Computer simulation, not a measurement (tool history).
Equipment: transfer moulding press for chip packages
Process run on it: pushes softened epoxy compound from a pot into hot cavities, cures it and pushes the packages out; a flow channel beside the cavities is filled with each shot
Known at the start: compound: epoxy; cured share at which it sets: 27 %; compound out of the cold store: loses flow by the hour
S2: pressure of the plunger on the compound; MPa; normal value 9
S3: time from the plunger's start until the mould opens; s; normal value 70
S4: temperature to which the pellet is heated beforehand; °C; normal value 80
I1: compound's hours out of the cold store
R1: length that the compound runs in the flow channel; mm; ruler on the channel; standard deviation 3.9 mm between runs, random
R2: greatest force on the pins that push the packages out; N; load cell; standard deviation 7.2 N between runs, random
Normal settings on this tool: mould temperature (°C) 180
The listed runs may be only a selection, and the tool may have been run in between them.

run 1 day=0 | mould_temperature_(°C)=180 S2=9 S3=70 S4=80 | I1=31.4 | R1=534 R2=426
-- day=0.833 cavities cleaned with cleaning compound and waxed
-- day=2.142 cavities cleaned with cleaning compound and waxed
-- day=3.25 mould's thermocouples calibrated
-- day=3.571 cavities cleaned with cleaning compound and waxed
run 2 day=4.329 | mould_temperature_(°C)=180 S2=9 S3=109 S4=80 | I1=14 | R1=589 R2=280
-- day=4.846 cavities cleaned with cleaning compound and waxed
-- day=6.171 cavities cleaned with cleaning compound and waxed
run 3 day=6.333 | mould_temperature_(°C)=180 S2=9 S3=109 S4=80 | I1=43.4 | R1=472 R2=210
-- day=7.304 cavities cleaned with cleaning compound and waxed
-- day=7.921 plunger's sealing rings changed
-- day=8.692 cavities cleaned with cleaning compound and waxed
run 4 day=8.871 | mould_temperature_(°C)=180 S2=9 S3=109 S4=80 | I1=26.3 | R1=565 R2=216
-- day=9.908 mould's thermocouples calibrated, once more
-- day=9.971 cavities cleaned with cleaning compound and waxed
-- day=11.221 cavities cleaned with cleaning compound and waxed
-- day=12.562 cavities cleaned with cleaning compound and waxed
run 5 day=13.133 | mould_temperature_(°C)=180 S2=9 S3=109 S4=80 | I1=38.3 | R1=502 R2=277
-- day=13.892 cavities cleaned with cleaning compound and waxed
-- day=15.158 cavities cleaned with cleaning compound and waxed
run 6 day=16.092 | mould_temperature_(°C)=180 S2=9 S3=109 S4=80 | I1=11.1 | R1=583 R2=296
-- day=16.421 cavities cleaned with cleaning compound and waxed
-- day=17.55 plunger's sealing rings changed
-- day=17.612 cavities cleaned with cleaning compound and waxed
-- day=18.804 cavities cleaned with cleaning compound and waxed
run 7 day=19.304 | mould_temperature_(°C)=180 S2=9 S3=109 S4=80 | I1=8.6 | R1=623 R2=277
-- day=20.129 cavities cleaned with cleaning compound and waxed
-- day=21.338 cavities cleaned with cleaning compound and waxed
-- day=22.658 cavities cleaned with cleaning compound and waxed
-- day=23.792 cavities cleaned with cleaning compound and waxed
run 8 day=23.792 | mould_temperature_(°C)=180 S2=9 S3=109 S4=80 | I1=47.6 | R1=464 R2=167
-- day=25.071 cavities cleaned with cleaning compound and waxed
-- day=26.154 cavities cleaned with cleaning compound and waxed
run 9 day=26.496 | mould_temperature_(°C)=180 S2=9 S3=109 S4=80 | I1=17.8 | R1=557 R2=243
-- day=27.075 plunger's sealing rings changed
-- day=27.371 cavities cleaned with cleaning compound and waxed
-- day=28.633 cavities cleaned with cleaning compound and waxed
run 10 day=29.312 | mould_temperature_(°C)=180 S2=9 S3=109 S4=79 | I1=26 | R1=555 R2=281
-- day=29.854 cavities cleaned with cleaning compound and waxed
-- day=31.121 cavities cleaned with cleaning compound and waxed
-- day=32.462 cavities cleaned with cleaning compound and waxed
-- day=33.608 cavities cleaned with cleaning compound and waxed
run 11 day=33.608 | mould_temperature_(°C)=180 S2=9 S3=109 S4=79 | I1=9.1 | R1=600 R2=172
-- day=34.95 cavities cleaned with cleaning compound and waxed
-- day=35.288 mould's thermocouples calibrated
-- day=36.3 cavities cleaned with cleaning compound and waxed
-- day=36.658 plunger's sealing rings changed
run 12 day=36.9 | mould_temperature_(°C)=180 S2=9 S3=70 S4=80 | I1=23.3 | R1=568 R2=499
-- day=37.729 cavities cleaned with cleaning compound and waxed
-- day=38.942 cavities cleaned with cleaning compound and waxed
run 13 day=38.942 | mould_temperature_(°C)=180 S2=8.78 S3=81 S4=80 | I1=45.8 | R1=475 R2=193
-- day=40.204 cavities cleaned with cleaning compound and waxed
run 14 day=40.983 | mould_temperature_(°C)=180 S2=9 S3=70 S4=75 | I1=43 | R1=490 R2=505
-- day=41.538 cavities cleaned with cleaning compound and waxed
-- day=42.754 cavities cleaned with cleaning compound and waxed
-- day=44.096 cavities cleaned with cleaning compound and waxed
run 15 day=44.762 | mould_temperature_(°C)=187 S2=9 S3=100 S4=79 | I1=29.3 | R1=509 R2=273
-- day=45.271 cavities cleaned with cleaning compound and waxed
-- day=46.142 plunger's sealing rings changed
-- day=46.671 cavities cleaned with cleaning compound and waxed
-- day=47.896 cavities cleaned with cleaning compound and waxed
run 16 day=48.896 | mould_temperature_(°C)=180 S2=9.36 S3=106 S4=82 | I1=27.4 | R1=563 R2=302
-- day=49.154 cavities cleaned with cleaning compound and waxed
-- day=50.408 cavities cleaned with cleaning compound and waxed
-- day=51.679 cavities cleaned with cleaning compound and waxed
run 17 day=51.792 | mould_temperature_(°C)=185 S2=10.92 S3=71 S4=80 | I1=43.3 | R1=520 R2=247
-- day=52.817 cavities cleaned with cleaning compound and waxed
run 18 day=53.667 | mould_temperature_(°C)=187 S2=7.39 S3=53 S4=71 | I1=11.8 | R1=519 R2=864
-- day=53.929 cavities cleaned with cleaning compound and waxed
-- day=55.196 cavities cleaned with cleaning compound and waxed
-- day=55.812 plunger's sealing rings changed
run 19 day=56.062 | mould_temperature_(°C)=187 S2=7.39 S3=53 S4=71 | I1=27.6 | R1=490 R2=733
-- day=56.583 cavities cleaned with cleaning compound and waxed
-- day=57.883 cavities cleaned with cleaning compound and waxed
-- day=59.05 cavities cleaned with cleaning compound and waxed
run 20 day=59.467 | mould_temperature_(°C)=173 S2=9.44 S3=68 S4=83 | I1=20.4 | R1=609 R2=817
-- day=60.3 cavities cleaned with cleaning compound and waxed
-- day=60.642 mould's thermocouples calibrated
-- day=61.617 cavities cleaned with cleaning compound and waxed
run 21 day=61.65 | mould_temperature_(°C)=173 S2=9.44 S3=70 S4=83 | I1=16.9 | R1=604 R2=539
-- day=62.846 cavities cleaned with cleaning compound and waxed
-- day=64.192 cavities cleaned with cleaning compound and waxed
-- day=65.479 plunger's sealing rings changed
-- day=65.542 cavities cleaned with cleaning compound and waxed
run 22 day=65.692 | mould_temperature_(°C)=173 S2=9.44 S3=82 S4=83 | I1=40.5 | R1=537 R2=390
-- day=66.779 cavities cleaned with cleaning compound and waxed
-- day=68.125 cavities cleaned with cleaning compound and waxed
-- day=69.346 cavities cleaned with cleaning compound and waxed
run 23 day=69.75 | mould_temperature_(°C)=173 S2=9.44 S3=82 S4=83 | I1=10.7 | R1=644 R2=501

Alternative continuations, all from the tool just after run 23; predict every row:
-- day=70.567 cavities cleaned with cleaning compound and waxed
-- day=71.888 cavities cleaned with cleaning compound and waxed
run A day=72.358 | mould_temperature_(°C)=173 S2=9.44 S3=100 S4=74 | I1=45.3 | R1=? R2=?
-- day=70.567 cavities cleaned with cleaning compound and waxed
-- day=71.888 cavities cleaned with cleaning compound and waxed
run B day=72.358 | mould_temperature_(°C)=177 S2=9.44 S3=54 S4=89 | I1=32.9 | R1=? R2=?
-- day=70.567 cavities cleaned with cleaning compound and waxed
-- day=71.888 cavities cleaned with cleaning compound and waxed
run C day=72.358 | mould_temperature_(°C)=186 S2=9 S3=70 S4=83 | I1=21.3 | R1=? R2=?

run=A R1=500 R2=299
run=B R1=528 R2=960
run=C R1=539 R2=299
What these runs would have given with no unlogged condition in the tool:
run=A R1=526 R2=205
run=B R1=556 R2=659
run=C R1=568 R2=206
